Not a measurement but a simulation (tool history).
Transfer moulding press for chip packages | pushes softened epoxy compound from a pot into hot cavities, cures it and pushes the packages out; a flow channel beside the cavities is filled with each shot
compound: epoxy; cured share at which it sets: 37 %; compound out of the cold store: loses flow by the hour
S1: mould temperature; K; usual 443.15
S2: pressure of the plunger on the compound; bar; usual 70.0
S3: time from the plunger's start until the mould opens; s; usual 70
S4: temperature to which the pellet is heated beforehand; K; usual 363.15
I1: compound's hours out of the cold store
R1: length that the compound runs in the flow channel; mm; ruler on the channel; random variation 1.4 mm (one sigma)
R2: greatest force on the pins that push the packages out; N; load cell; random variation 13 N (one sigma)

run 1 hour=0.0 | S1=443.15 S2=70.0 S3=70 S4=363.15 | I1=29.6 | R1=543 R2=793
run 2 hour=19.9 | S1=443.15 S2=70.0 S3=70 S4=363.15 | I1=29.3 | R1=541 R2=857
-- hour=33.6 cavities cleaned with cleaning compound and waxed
run 3 hour=59.8 | S1=443.15 S2=70.0 S3=70 S4=363.15 | I1=35.6 | R1=525 R2=791
-- hour=81.6 cavities cleaned with cleaning compound and waxed
-- hour=97.8 plunger's sealing rings changed
run 4 hour=100.8 | S1=443.15 S2=70.0 S3=70 S4=363.15 | I1=20.1 | R1=568 R2=782
-- hour=133.0 cavities cleaned with cleaning compound and waxed
run 5 hour=133.0 | S1=443.15 S2=70.0 S3=70 S4=363.15 | I1=31.5 | R1=545 R2=605
run 6 hour=158.2 | S1=443.15 S2=70.0 S3=70 S4=363.15 | I1=8.8 | R1=586 R2=879
-- hour=182.0 cavities cleaned with cleaning compound and waxed
run 7 hour=188.4 | S1=443.15 S2=70.0 S3=70 S4=363.15 | I1=14.6 | R1=571 R2=734
-- hour=229.9 cavities cleaned with cleaning compound and waxed
run 8 hour=229.9 | S1=443.15 S2=70.0 S3=96 S4=363.15 | I1=16.7 | R1=562 R2=439
-- hour=260.0 plunger's sealing rings changed
run 9 hour=263.6 | S1=443.15 S2=60.9 S3=70 S4=363.15 | I1=15.8 | R1=538 R2=873
-- hour=281.8 cavities cleaned with cleaning compound and waxed
run 10 hour=284.4 | S1=443.15 S2=60.9 S3=70 S4=363.15 | I1=20.5 | R1=527 R2=672
run 11 hour=306.9 | S1=443.15 S2=60.9 S3=70 S4=363.15 | I1=19.7 | R1=525 R2=820
-- hour=329.8 cavities cleaned with cleaning compound and waxed
run 12 hour=341.3 | S1=443.15 S2=60.9 S3=70 S4=363.15 | I1=45.1 | R1=477 R2=695
run 13 hour=358.6 | S1=443.15 S2=55.4 S3=70 S4=355.15 | I1=9.4 | R1=516 R2=871
-- hour=364.3 mould's thermocouples calibrated
-- hour=382.4 cavities cleaned with cleaning compound and waxed
run 14 hour=387.9 | S1=443.15 S2=55.4 S3=70 S4=368.15 | I1=21.2 | R1=490 R2=673
run 15 hour=407.5 | S1=443.15 S2=67.0 S3=70 S4=369.15 | I1=18.9 | R1=539 R2=817
-- hour=423.1 plunger's sealing rings changed
-- hour=432.8 cavities cleaned with cleaning compound and waxed
run 16 hour=450.8 | S1=447.15 S2=84.2 S3=55 S4=365.15 | I1=23.4 | R1=603 R2=1038
-- hour=482.5 cavities cleaned with cleaning compound and waxed
run 17 hour=492.6 | S1=443.15 S2=53.2 S3=70 S4=363.15 | I1=37.7 | R1=458 R2=701
run 18 hour=510.0 | S1=443.15 S2=53.2 S3=70 S4=363.15 | I1=22.0 | R1=483 R2=797
-- hour=530.7 cavities cleaned with cleaning compound and waxed
run 19 hour=550.8 | S1=445.15 S2=56.2 S3=70 S4=362.15 | I1=24.2 | R1=483 R2=681
run 20 hour=572.3 | S1=443.15 S2=52.0 S3=70 S4=363.15 | I1=46.5 | R1=432 R2=808
-- hour=580.3 cavities cleaned with cleaning compound and waxed
-- hour=584.6 plunger's sealing rings changed
-- hour=591.3 mould's thermocouples calibrated, once more
run 21 hour=598.2 | S1=443.15 S2=52.0 S3=70 S4=363.15 | I1=8.4 | R1=513 R2=813
run 22 hour=621.3 | S1=443.15 S2=52.0 S3=70 S4=363.15 | I1=31.9 | R1=466 R2=858
-- hour=634.8 cavities cleaned with cleaning compound and waxed
run 23 hour=641.1 | S1=443.15 S2=52.0 S3=70 S4=363.15 | I1=15.5 | R1=493 R2=744

4 ways to go on from here, each from the tool as it stands after run 23. What would each give?
run A hour=661.6 | S1=443.15 S2=70.0 S3=90 S4=356.15 | I1=18.9 | R1=? R2=?
run B hour=661.6 | S1=443.15 S2=52.0 S3=70 S4=356.15 | I1=12.1 | R1=? R2=?
run C hour=661.6 | S1=443.15 S2=52.0 S3=70 S4=356.15 | I1=44.7 | R1=? R2=?
run D hour=661.6 | S1=443.15 S2=52.0 S3=70 S4=357.15 | I1=35.0 | R1=? R2=?

run=A R1=560 R2=612
run=B R1=497 R2=937
run=C R1=440 R2=836
run=D R1=457 R2=872
Without the tool's hidden state the same runs would have given:
run=A R1=570 R2=456
run=B R1=507 R2=700
run=C R1=449 R2=625
run=D R1=465 R2=651

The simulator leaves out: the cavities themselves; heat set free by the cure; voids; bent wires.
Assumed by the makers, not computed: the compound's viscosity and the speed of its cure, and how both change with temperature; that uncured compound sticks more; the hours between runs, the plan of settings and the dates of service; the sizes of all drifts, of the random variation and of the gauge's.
